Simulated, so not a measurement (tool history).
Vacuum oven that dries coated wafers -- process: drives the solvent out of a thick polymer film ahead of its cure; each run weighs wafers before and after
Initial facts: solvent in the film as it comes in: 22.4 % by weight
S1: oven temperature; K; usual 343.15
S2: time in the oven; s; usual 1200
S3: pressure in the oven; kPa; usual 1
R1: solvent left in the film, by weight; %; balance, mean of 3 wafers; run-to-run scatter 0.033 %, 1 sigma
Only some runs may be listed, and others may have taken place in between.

run 1 day=0 | S1=343.15 S2=1200 S3=1 | R1=3.08
run 2 day=1.133 | S1=343.15 S2=1200 S3=1 | R1=3.08
run 3 day=1.992 | S1=343.15 S2=1200 S3=1 | R1=3.1
run 4 day=3.083 | S1=343.15 S2=1200 S3=1 | R1=3.11
run 5 day=4.517 | S1=343.15 S2=1200 S3=1.13 | R1=3.24
run 6 day=5.467 | S1=343.15 S2=1200 S3=0.93 | R1=2.97
run 7 day=6.592 | S1=339.15 S2=1200 S3=1.22 | R1=4.54
run 8 day=8.067 | S1=337.15 S2=1140 S3=0.58 | R1=4.86
run 9 day=9.008 | S1=337.15 S2=1140 S3=0.58 | R1=4.81
run 10 day=10.554 | S1=337.15 S2=1140 S3=0.58 | R1=4.84
run 11 day=11.758 | S1=343.15 S2=1920 S3=0.99 | R1=1.58
run 12 day=12.596 | S1=328.15 S2=1860 S3=0.63 | R1=5.52

3 options for the next run, each taken on its own from the tool as it stands now. Forecast them:
run A day=13.954 | S1=328.15 S2=1500 S3=0.63 | R1=?
run B day=13.954 | S1=331.15 S2=660 S3=0.59 | R1=?
run C day=13.954 | S1=342.15 S2=840 S3=0.63 | R1=?

run=A R1=6.83
run=B R1=10.51
run=C R1=4.81
With the hidden condition removed and each run's random variation left untouched, the same runs would have given:
run=A R1=7.25
run=B R1=10.88
run=C R1=5.18
